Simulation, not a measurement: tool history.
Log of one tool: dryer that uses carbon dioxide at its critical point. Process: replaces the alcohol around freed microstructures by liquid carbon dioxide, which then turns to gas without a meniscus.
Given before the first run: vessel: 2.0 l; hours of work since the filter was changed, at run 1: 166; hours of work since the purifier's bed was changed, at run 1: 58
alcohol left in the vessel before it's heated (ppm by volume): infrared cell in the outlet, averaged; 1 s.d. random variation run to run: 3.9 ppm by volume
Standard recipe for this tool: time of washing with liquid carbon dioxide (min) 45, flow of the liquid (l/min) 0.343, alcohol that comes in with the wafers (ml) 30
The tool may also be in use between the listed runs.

run	hour	time of washing with liquid carbon dioxide (min)	flow of the liquid (l/min)	alcohol that comes in with the wafers (ml)	hours of work since the filter was changed	hours of work since the purifier's bed was changed	alcohol left in the vessel before it's heated (ppm by volume)
1	0	45	0.343	30	166	58	54
2	15.8	45	0.343	30	173	65	49
3	25.4	27	0.343	30	177	69	480
4	33.5	48	0.343	30	181	73	40
5	51.5	48	0.343	30	189	81	38
6	61.7	48	0.343	30	193	86	46
7	74.8	48	0.343	30	199	92	44
8	84.8	48	0.343	30	204	96	44
# hour 101.3: inlet filter changed
9	102.7	48	0.343	30	1	104	22
10	110.2	31	0.343	30	4	107	174
11	126.5	31	0.343	30	11	115	178
12	137.7	45	0.343	30	16	120	43
13	154.7	50	0.343	30	24	127	17
14	167.4	45	0.241	30	30	133	171
15	178.6	45	0.241	30	35	138	165
16	187.3	45	0.241	30	39	142	176
17	201.8	27	0.411	113	46	149	590
18	217.7	27	0.411	113	53	156	602
19	229.4	27	0.411	113	58	161	627
20	246.1	60	0.22	24	66	169	69
21	257.8	27	0.237	82	71	174	3002
22	273.5	34	0.307	32	78	181	243
23	281.2	35	0.363	20	81	185	73
24	299.3	35	0.363	20	90	193	75
25	307.2	45	0.463	30	93	196	20
26	315.7	45	0.463	30	97	200	19
27	331.6	45	0.463	30	104	208	16
28	344.8	65	0.305	108	110	213	41
29	353.4	65	0.305	118	114	217	39

Hidden condition of the tool, last listed run before each entry between runs versus first listed run after:
Logged between run 8 and run 9: inlet filter changed (hour 101.3)
  flow that reaches the vessel past the clogged filter, %: 85.3 -> 99.5; alcohol in the recycled carbon dioxide, ppm: 9.3 -> 9.6
  the result without the hidden state subtracted from the measured one, alcohol left in the vessel before it's heated (ppm by volume): +27 -> +5
